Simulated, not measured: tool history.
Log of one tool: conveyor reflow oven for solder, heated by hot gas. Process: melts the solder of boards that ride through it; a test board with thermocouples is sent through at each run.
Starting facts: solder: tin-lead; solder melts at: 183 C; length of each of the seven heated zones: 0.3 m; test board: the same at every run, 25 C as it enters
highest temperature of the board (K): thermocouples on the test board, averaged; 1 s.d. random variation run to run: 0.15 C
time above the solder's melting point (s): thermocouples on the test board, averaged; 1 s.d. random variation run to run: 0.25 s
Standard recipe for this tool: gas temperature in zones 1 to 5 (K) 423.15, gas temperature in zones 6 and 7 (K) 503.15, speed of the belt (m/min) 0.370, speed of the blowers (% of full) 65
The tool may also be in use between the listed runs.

run,hour,gas temperature in zones 1 to 5 (K),gas temperature in zones 6 and 7 (K),speed of the belt (m/min),speed of the blowers (% of full),highest temperature of the board (K),time above the solder's melting point (s)
1,0.0,423.15,503.15,0.370,65,492.05,81.6
2,7.0,423.15,503.15,0.370,65,492.25,81.3
3,17.1,423.15,503.15,0.370,65,491.85,81.4
4,26.6,423.15,503.15,0.370,65,491.95,81.4
5,31.1,423.15,503.15,0.370,65,492.35,81.3
6,38.5,423.15,503.15,0.370,65,492.25,81.3
7,45.2,423.15,503.15,0.378,65,491.65,79.0
8,50.9,423.15,503.15,0.378,65,491.85,79.1
9,61.1,423.15,503.15,0.378,65,491.45,79.0
10,70.4,423.15,503.15,0.378,65,491.55,79.1
11,77.9,423.15,503.15,0.378,65,491.65,79.5
12,86.7,423.15,503.15,0.378,65,491.45,79.6
13,93.8,423.15,512.15,0.378,65,499.45,85.3
14,100.2,423.15,503.15,0.370,80,494.25,83.7
# hour 114.8: flux residue cleaned out of gas plates and filters
15,114.9,423.15,503.15,0.370,80,495.05,84.4
16,123.5,423.15,503.15,0.370,62,492.35,81.7
17,130.8,423.15,503.15,0.370,62,492.75,81.5
18,136.9,423.15,491.15,0.300,65,486.05,97.2
19,142.0,422.15,491.15,0.309,65,485.55,92.5
20,150.6,422.15,491.15,0.309,65,485.45,92.2
# hour 155.0: belt drive overhauled, speed set with a stopwatch
21,163.4,417.15,518.15,0.370,65,505.55,88.9
22,171.8,417.15,501.15,0.333,77,494.15,90.9
23,178.1,417.15,501.15,0.333,77,494.35,91.2
24,184.8,417.15,501.15,0.333,85,495.25,92.2
# hour 196.6: belt drive overhauled, speed set with a stopwatch, once more
25,196.6,417.15,501.15,0.333,85,495.25,91.5
26,201.1,417.15,501.15,0.333,53,490.65,85.6
27,209.0,421.15,498.15,0.397,65,486.25,69.0
28,217.8,421.15,498.15,0.323,83,492.75,95.1
29,225.2,423.15,503.15,0.418,65,489.35,69.5
30,234.8,427.15,497.15,0.370,65,488.05,80.0

Each row is a separate what-if for the run after 30, all from the same tool condition, not one after another. Results?
A,240.6,427.15,512.15,0.415,63,?,?
B,240.6,423.15,503.15,0.340,65,?,?
C,240.6,422.15,503.15,0.370,65,?,?

run,highest temperature of the board (K),time above the solder's melting point (s)
A,498.25,78.0
B,494.75,90.9
C,492.65,81.3
Without the tool's hidden state the same runs would have given:
run,highest temperature of the board (K),time above the solder's melting point (s)
A,497.65,77.7
B,493.95,90.4
C,491.95,80.8
